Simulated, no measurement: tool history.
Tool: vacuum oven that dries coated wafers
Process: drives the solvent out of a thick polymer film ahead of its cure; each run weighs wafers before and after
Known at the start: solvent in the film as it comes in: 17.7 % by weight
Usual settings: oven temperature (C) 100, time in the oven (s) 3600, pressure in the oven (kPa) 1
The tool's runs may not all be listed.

run 1 hour=0 | oven_temperature_(C)=100 time_in_the_oven_(s)=3600 pressure_in_the_oven_(kPa)=1 | solvent_left_in_the_film_(%)=1.57
run 2 hour=27.1 | oven_temperature_(C)=100 time_in_the_oven_(s)=3600 pressure_in_the_oven_(kPa)=2.06 | solvent_left_in_the_film_(%)=2.31
run 3 hour=61.9 | oven_temperature_(C)=100 time_in_the_oven_(s)=3600 pressure_in_the_oven_(kPa)=1 | solvent_left_in_the_film_(%)=1.54
run 4 hour=90 | oven_temperature_(C)=100 time_in_the_oven_(s)=3600 pressure_in_the_oven_(kPa)=1 | solvent_left_in_the_film_(%)=1.53
run 5 hour=124.1 | oven_temperature_(C)=100 time_in_the_oven_(s)=3600 pressure_in_the_oven_(kPa)=1 | solvent_left_in_the_film_(%)=1.56
run 6 hour=155.9 | oven_temperature_(C)=100 time_in_the_oven_(s)=3600 pressure_in_the_oven_(kPa)=1 | solvent_left_in_the_film_(%)=1.56
run 7 hour=198.2 | oven_temperature_(C)=100 time_in_the_oven_(s)=2820 pressure_in_the_oven_(kPa)=1 | solvent_left_in_the_film_(%)=2.1
run 8 hour=225.2 | oven_temperature_(C)=100 time_in_the_oven_(s)=2820 pressure_in_the_oven_(kPa)=1 | solvent_left_in_the_film_(%)=2.13
run 9 hour=264 | oven_temperature_(C)=100 time_in_the_oven_(s)=2820 pressure_in_the_oven_(kPa)=1 | solvent_left_in_the_film_(%)=2.12
run 10 hour=290.6 | oven_temperature_(C)=100 time_in_the_oven_(s)=3600 pressure_in_the_oven_(kPa)=1 | solvent_left_in_the_film_(%)=1.49
run 11 hour=324.7 | oven_temperature_(C)=88 time_in_the_oven_(s)=3600 pressure_in_the_oven_(kPa)=1 | solvent_left_in_the_film_(%)=4.79
run 12 hour=355.8 | oven_temperature_(C)=88 time_in_the_oven_(s)=3600 pressure_in_the_oven_(kPa)=1 | solvent_left_in_the_film_(%)=4.84
run 13 hour=390.7 | oven_temperature_(C)=88 time_in_the_oven_(s)=3600 pressure_in_the_oven_(kPa)=1 | solvent_left_in_the_film_(%)=4.75
run 14 hour=419.2 | oven_temperature_(C)=115 time_in_the_oven_(s)=3600 pressure_in_the_oven_(kPa)=3.99 | solvent_left_in_the_film_(%)=1.88
run 15 hour=455.7 | oven_temperature_(C)=115 time_in_the_oven_(s)=4020 pressure_in_the_oven_(kPa)=0.71 | solvent_left_in_the_film_(%)=0.4
run 16 hour=505 | oven_temperature_(C)=91 time_in_the_oven_(s)=3600 pressure_in_the_oven_(kPa)=0.55 | solvent_left_in_the_film_(%)=3.24
run 17 hour=526.5 | oven_temperature_(C)=91 time_in_the_oven_(s)=3600 pressure_in_the_oven_(kPa)=0.55 | solvent_left_in_the_film_(%)=3.28
run 18 hour=566.7 | oven_temperature_(C)=100 time_in_the_oven_(s)=3600 pressure_in_the_oven_(kPa)=0.99 | solvent_left_in_the_film_(%)=1.5
run 19 hour=613.3 | oven_temperature_(C)=102 time_in_the_oven_(s)=2100 pressure_in_the_oven_(kPa)=3.71 | solvent_left_in_the_film_(%)=4.24
run 20 hour=663.4 | oven_temperature_(C)=87 time_in_the_oven_(s)=4980 pressure_in_the_oven_(kPa)=0.91 | solvent_left_in_the_film_(%)=3.55
run 21 hour=684.1 | oven_temperature_(C)=100 time_in_the_oven_(s)=4500 pressure_in_the_oven_(kPa)=1 | solvent_left_in_the_film_(%)=1.17
run 22 hour=719.1 | oven_temperature_(C)=100 time_in_the_oven_(s)=3720 pressure_in_the_oven_(kPa)=1 | solvent_left_in_the_film_(%)=1.4
run 23 hour=756.4 | oven_temperature_(C)=113 time_in_the_oven_(s)=4800 pressure_in_the_oven_(kPa)=1.11 | solvent_left_in_the_film_(%)=0.65

Taken out of this log: 1 entry between the listed runs. Where each belongs, and how the hidden state differs across it:
Between runs 22 and 23: oven's thermocouples calibrated (hour 748.1)
  true wafer temperature over the reading, C: 1.04 -> 0.13; true pressure over the reading, kPa: 0.223 -> 0.226
  measured less the result without the state, solvent left in the film (%): +0.01 -> +0.11

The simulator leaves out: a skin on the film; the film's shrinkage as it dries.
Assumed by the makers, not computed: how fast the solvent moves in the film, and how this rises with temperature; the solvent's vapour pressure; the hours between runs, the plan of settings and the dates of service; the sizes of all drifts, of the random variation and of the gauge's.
